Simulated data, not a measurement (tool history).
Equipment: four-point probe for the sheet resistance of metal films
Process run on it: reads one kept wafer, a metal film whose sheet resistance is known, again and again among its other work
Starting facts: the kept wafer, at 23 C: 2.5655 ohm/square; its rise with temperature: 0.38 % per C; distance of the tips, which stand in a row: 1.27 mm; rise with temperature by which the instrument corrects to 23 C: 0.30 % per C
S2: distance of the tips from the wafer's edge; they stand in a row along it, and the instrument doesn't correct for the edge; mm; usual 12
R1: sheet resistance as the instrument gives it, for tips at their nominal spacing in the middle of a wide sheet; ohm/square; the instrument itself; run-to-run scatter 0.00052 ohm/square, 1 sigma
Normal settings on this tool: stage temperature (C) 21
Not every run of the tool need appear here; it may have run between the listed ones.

run 1 hour=0.0 | stage_temperature_(C)=21 S2=12 | R1=2.573940
run 2 hour=23.8 | stage_temperature_(C)=21 S2=12 | R1=2.574457
run 3 hour=48.6 | stage_temperature_(C)=21 S2=12 | R1=2.573529
run 4 hour=74.3 | stage_temperature_(C)=21 S2=5 | R1=2.644261
run 5 hour=105.5 | stage_temperature_(C)=21 S2=57 | R1=2.558661
run 6 hour=128.3 | stage_temperature_(C)=21 S2=12 | R1=2.573168
run 7 hour=162.8 | stage_temperature_(C)=21 S2=12 | R1=2.574670
run 8 hour=206.7 | stage_temperature_(C)=32 S2=12 | R1=2.593852
run 9 hour=244.4 | stage_temperature_(C)=32 S2=12 | R1=2.595333
run 10 hour=286.2 | stage_temperature_(C)=23 S2=18 | R1=2.567891
run 11 hour=312.2 | stage_temperature_(C)=23 S2=18 | R1=2.567769
run 12 hour=339.1 | stage_temperature_(C)=23 S2=18 | R1=2.567566
run 13 hour=367.3 | stage_temperature_(C)=30 S2=7 | R1=2.620403
run 14 hour=403.0 | stage_temperature_(C)=19 S2=33 | R1=2.554700
run 15 hour=427.9 | stage_temperature_(C)=23 S2=66 | R1=2.561166
run 16 hour=472.2 | stage_temperature_(C)=21 S2=11 | R1=2.575188
run 17 hour=505.5 | stage_temperature_(C)=21 S2=11 | R1=2.574637

Branching from run 17: 4 alternative next runs. What would each branch give?
run A hour=548.0 | stage_temperature_(C)=31 S2=5 | R1=?
run B hour=548.0 | stage_temperature_(C)=21 S2=12 | R1=?
run C hour=548.0 | stage_temperature_(C)=25 S2=3 | R1=?
run D hour=548.0 | stage_temperature_(C)=21 S2=58 | R1=?

run=A R1=2.663425
run=B R1=2.571241
run=C R1=2.788610
run=D R1=2.557812
Stripped of hidden state, with their random variation kept, the same runs would have yielded:
run=A R1=2.668409
run=B R1=2.576139
run=C R1=2.793866
run=D R1=2.562685
